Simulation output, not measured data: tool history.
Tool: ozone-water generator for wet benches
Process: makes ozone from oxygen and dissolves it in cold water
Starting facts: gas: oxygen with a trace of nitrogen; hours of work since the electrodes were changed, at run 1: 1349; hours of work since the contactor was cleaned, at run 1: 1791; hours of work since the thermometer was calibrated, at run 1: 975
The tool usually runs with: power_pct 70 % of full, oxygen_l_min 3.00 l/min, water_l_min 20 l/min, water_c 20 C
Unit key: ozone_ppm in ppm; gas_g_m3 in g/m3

run	hour	power_pct	oxygen_l_min	water_l_min	water_c	hours of work since the electrodes were changed	hours of work since the contactor was cleaned	hours of work since the thermometer was calibrated	ozone_ppm	gas_g_m3
1	0.0	70	3.00	20	20	1349	1791	975	17.4	237.6
2	69.6	70	3.00	20	20	1404	1846	1030	17.6	237.6
3	123.9	70	3.00	20	27	1446	1889	1073	16.1	237.8
4	163.9	70	3.00	20	27	1478	1921	1105	16.2	237.1
5	223.1	70	3.00	20	27	1525	1968	1152	16.4	236.4
6	303.5	70	3.00	20	27	1588	2031	1215	16.2	236.0
7	339.9	70	3.00	20	27	1617	2060	1244	16.0	236.2
8	419.6	57	3.00	20	27	1680	2123	1307	14.3	210.0
9	494.7	76	3.00	20	27	1739	2182	1366	16.8	243.9
# hour 504.2: contactor cleaned
10	559.3	76	3.00	20	27	1787	44	1414	17.2	244.3
11	627.3	76	3.00	20	13	1841	97	1468	19.9	245.0
12	687.7	61	1.90	17	16	1889	145	1515	16.9	256.2
13	743.9	98	3.00	15	25	1933	189	1560	25.3	278.7
14	819.8	62	2.76	27	15	1993	249	1620	12.5	226.8

Here are 5 independent what-if runs from the current tool condition. What would each one return?
A	900.3	70	3.00	20	26	2057	313	1683	?	?
B	900.3	62	2.76	26	14	2057	313	1683	?	?
C	900.3	62	2.05	16	19	2057	313	1683	?	?
D	900.3	70	3.00	20	19	2057	313	1683	?	?
E	900.3	71	2.79	25	15	2057	313	1683	?	?

run	ozone_ppm	gas_g_m3
A	16.5	234.3
B	13.1	226.8
C	18.1	252.9
D	17.9	233.2
E	14.8	242.1
Without the tool's unlogged condition, the same runs would have read:
run	ozone_ppm	gas_g_m3
A	17.5	246.7
B	13.8	238.0
C	19.1	265.3
D	19.0	245.6
E	15.7	255.0
